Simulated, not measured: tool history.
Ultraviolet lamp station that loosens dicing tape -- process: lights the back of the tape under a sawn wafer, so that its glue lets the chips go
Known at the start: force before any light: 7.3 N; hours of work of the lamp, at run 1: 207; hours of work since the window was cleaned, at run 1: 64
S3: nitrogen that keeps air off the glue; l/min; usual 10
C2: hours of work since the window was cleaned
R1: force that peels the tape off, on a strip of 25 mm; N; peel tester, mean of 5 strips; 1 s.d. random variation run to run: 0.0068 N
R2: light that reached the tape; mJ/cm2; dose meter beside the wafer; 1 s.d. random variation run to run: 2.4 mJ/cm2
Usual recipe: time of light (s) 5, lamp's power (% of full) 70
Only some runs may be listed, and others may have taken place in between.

{"run": 1, "hour": 0.0, "time of light (s)": 5, "lamp's power (% of full)": 70, "S3": 10, "hours of work of the lamp": 207, "C2": 64, "R1": 0.23, "R2": 262}
{"run": 2, "hour": 6.0, "time of light (s)": 5, "lamp's power (% of full)": 96, "S3": 10, "hours of work of the lamp": 211, "C2": 68, "R1": 0.128, "R2": 365}
{"run": 3, "hour": 11.6, "time of light (s)": 5, "lamp's power (% of full)": 96, "S3": 10, "hours of work of the lamp": 215, "C2": 71, "R1": 0.133, "R2": 367}
{"run": 4, "hour": 18.7, "time of light (s)": 5, "lamp's power (% of full)": 70, "S3": 10, "hours of work of the lamp": 219, "C2": 76, "R1": 0.25, "R2": 265}
{"run": 5, "hour": 24.4, "time of light (s)": 5, "lamp's power (% of full)": 70, "S3": 10, "hours of work of the lamp": 223, "C2": 79, "R1": 0.225, "R2": 266}
{"run": 6, "hour": 31.5, "time of light (s)": 5, "lamp's power (% of full)": 70, "S3": 10, "hours of work of the lamp": 227, "C2": 84, "R1": 0.233, "R2": 269}
{"run": 7, "hour": 38.5, "time of light (s)": 5, "lamp's power (% of full)": 84, "S3": 10, "hours of work of the lamp": 231, "C2": 88, "R1": 0.157, "R2": 319}
{"run": 8, "hour": 44.3, "time of light (s)": 5, "lamp's power (% of full)": 84, "S3": 10, "hours of work of the lamp": 235, "C2": 91, "R1": 0.163, "R2": 322}
{"run": 9, "hour": 53.5, "time of light (s)": 5, "lamp's power (% of full)": 84, "S3": 10, "hours of work of the lamp": 241, "C2": 97, "R1": 0.167, "R2": 314}
{"run": 10, "hour": 65.6, "time of light (s)": 5, "lamp's power (% of full)": 70, "S3": 10, "hours of work of the lamp": 248, "C2": 105, "R1": 0.232, "R2": 266}
{"run": 11, "hour": 76.9, "time of light (s)": 5, "lamp's power (% of full)": 70, "S3": 10, "hours of work of the lamp": 255, "C2": 112, "R1": 0.238, "R2": 263}
{"run": 12, "hour": 87.8, "time of light (s)": 5, "lamp's power (% of full)": 70, "S3": 10, "hours of work of the lamp": 262, "C2": 119, "R1": 0.23, "R2": 265}
{"run": 13, "hour": 96.3, "time of light (s)": 5, "lamp's power (% of full)": 70, "S3": 10, "hours of work of the lamp": 267, "C2": 124, "R1": 0.24, "R2": 265}
{"run": 14, "hour": 104.7, "time of light (s)": 9, "lamp's power (% of full)": 70, "S3": 10, "hours of work of the lamp": 272, "C2": 129, "R1": 0.111, "R2": 475}
{"run": 15, "hour": 111.6, "time of light (s)": 5, "lamp's power (% of full)": 70, "S3": 10, "hours of work of the lamp": 277, "C2": 133, "R1": 0.24, "R2": 261}
{"run": 16, "hour": 122.5, "time of light (s)": 5, "lamp's power (% of full)": 70, "S3": 7, "hours of work of the lamp": 284, "C2": 140, "R1": 0.286, "R2": 266}
{"run": 17, "hour": 134.2, "time of light (s)": 5, "lamp's power (% of full)": 70, "S3": 7, "hours of work of the lamp": 291, "C2": 147, "R1": 0.291, "R2": 265}
{"run": 18, "hour": 140.3, "time of light (s)": 5, "lamp's power (% of full)": 70, "S3": 7, "hours of work of the lamp": 295, "C2": 151, "R1": 0.289, "R2": 268}
{"run": 19, "hour": 149.2, "time of light (s)": 5, "lamp's power (% of full)": 70, "S3": 7, "hours of work of the lamp": 300, "C2": 157, "R1": 0.287, "R2": 263}
{"run": 20, "hour": 155.5, "time of light (s)": 5, "lamp's power (% of full)": 70, "S3": 7, "hours of work of the lamp": 304, "C2": 161, "R1": 0.302, "R2": 266}
{"run": 21, "hour": 162.6, "time of light (s)": 8, "lamp's power (% of full)": 70, "S3": 10, "hours of work of the lamp": 308, "C2": 165, "R1": 0.115, "R2": 425}
{"run": 22, "hour": 173.4, "time of light (s)": 5, "lamp's power (% of full)": 70, "S3": 10, "hours of work of the lamp": 315, "C2": 172, "R1": 0.238, "R2": 264}
{"run": 23, "hour": 185.4, "time of light (s)": 4, "lamp's power (% of full)": 70, "S3": 5, "hours of work of the lamp": 323, "C2": 179, "R1": 0.64, "R2": 210}
{"run": 24, "hour": 194.1, "time of light (s)": 4, "lamp's power (% of full)": 70, "S3": 8, "hours of work of the lamp": 328, "C2": 185, "R1": 0.447, "R2": 216}
{"run": 25, "hour": 201.3, "time of light (s)": 7, "lamp's power (% of full)": 88, "S3": 4, "hours of work of the lamp": 332, "C2": 189, "R1": 0.13, "R2": 467}
{"run": 26, "hour": 212.8, "time of light (s)": 7, "lamp's power (% of full)": 88, "S3": 4, "hours of work of the lamp": 340, "C2": 196, "R1": 0.131, "R2": 469}
{"run": 27, "hour": 222.5, "time of light (s)": 4, "lamp's power (% of full)": 63, "S3": 5, "hours of work of the lamp": 346, "C2": 202, "R1": 0.779, "R2": 197}
{"run": 28, "hour": 230.5, "time of light (s)": 5, "lamp's power (% of full)": 86, "S3": 5, "hours of work of the lamp": 351, "C2": 207, "R1": 0.247, "R2": 327}
{"run": 29, "hour": 243.0, "time of light (s)": 5, "lamp's power (% of full)": 63, "S3": 9, "hours of work of the lamp": 358, "C2": 215, "R1": 0.312, "R2": 241}
{"run": 30, "hour": 252.2, "time of light (s)": 5, "lamp's power (% of full)": 63, "S3": 9, "hours of work of the lamp": 364, "C2": 221, "R1": 0.319, "R2": 237}
{"run": 31, "hour": 258.8, "time of light (s)": 3, "lamp's power (% of full)": 97, "S3": 14, "hours of work of the lamp": 368, "C2": 225, "R1": 0.286, "R2": 221}
{"run": 32, "hour": 265.5, "time of light (s)": 3, "lamp's power (% of full)": 97, "S3": 14, "hours of work of the lamp": 372, "C2": 229, "R1": 0.285, "R2": 220}
{"run": 33, "hour": 275.4, "time of light (s)": 5, "lamp's power (% of full)": 83, "S3": 4, "hours of work of the lamp": 379, "C2": 235, "R1": 0.308, "R2": 315}
{"run": 34, "hour": 285.9, "time of light (s)": 5, "lamp's power (% of full)": 83, "S3": 4, "hours of work of the lamp": 385, "C2": 242, "R1": 0.311, "R2": 314}
{"run": 35, "hour": 298.3, "time of light (s)": 5, "lamp's power (% of full)": 83, "S3": 4, "hours of work of the lamp": 393, "C2": 249, "R1": 0.303, "R2": 318}
{"run": 36, "hour": 305.6, "time of light (s)": 5, "lamp's power (% of full)": 77, "S3": 4, "hours of work of the lamp": 397, "C2": 254, "R1": 0.365, "R2": 287}
{"run": 37, "hour": 313.7, "time of light (s)": 5, "lamp's power (% of full)": 77, "S3": 4, "hours of work of the lamp": 402, "C2": 259, "R1": 0.369, "R2": 289}
{"run": 38, "hour": 325.0, "time of light (s)": 4, "lamp's power (% of full)": 77, "S3": 9, "hours of work of the lamp": 409, "C2": 266, "R1": 0.351, "R2": 230}
{"run": 39, "hour": 333.5, "time of light (s)": 4, "lamp's power (% of full)": 77, "S3": 9, "hours of work of the lamp": 415, "C2": 271, "R1": 0.335, "R2": 234}
{"run": 40, "hour": 342.3, "time of light (s)": 4, "lamp's power (% of full)": 85, "S3": 12, "hours of work of the lamp": 420, "C2": 277, "R1": 0.227, "R2": 260}
{"run": 41, "hour": 351.3, "time of light (s)": 4, "lamp's power (% of full)": 85, "S3": 12, "hours of work of the lamp": 426, "C2": 282, "R1": 0.221, "R2": 256}
{"run": 42, "hour": 360.2, "time of light (s)": 6, "lamp's power (% of full)": 78, "S3": 5, "hours of work of the lamp": 431, "C2": 288, "R1": 0.198, "R2": 354}
{"run": 43, "hour": 370.0, "time of light (s)": 3, "lamp's power (% of full)": 93, "S3": 4, "hours of work of the lamp": 437, "C2": 294, "R1": 0.745, "R2": 211}
{"run": 44, "hour": 379.4, "time of light (s)": 3, "lamp's power (% of full)": 93, "S3": 4, "hours of work of the lamp": 443, "C2": 300, "R1": 0.723, "R2": 209}

3 ways to go on from here, each from the tool as it stands after run 44. What would each give?
{"run": "A", "hour": 391.0, "time of light (s)": 7, "lamp's power (% of full)": 75, "S3": 6, "hours of work of the lamp": 450, "C2": 307, "R1": "?", "R2": "?"}
{"run": "B", "hour": 391.0, "time of light (s)": 5, "lamp's power (% of full)": 80, "S3": 10, "hours of work of the lamp": 450, "C2": 307, "R1": "?", "R2": "?"}
{"run": "C", "hour": 391.0, "time of light (s)": 8, "lamp's power (% of full)": 70, "S3": 19, "hours of work of the lamp": 450, "C2": 307, "R1": "?", "R2": "?"}

run=A R1=0.140 R2=397
run=B R1=0.183 R2=304
run=C R1=0.112 R2=425
Without the tool's unlogged condition, the same runs would have read:
run=A R1=0.139 R2=398
run=B R1=0.182 R2=304
run=C R1=0.112 R2=426
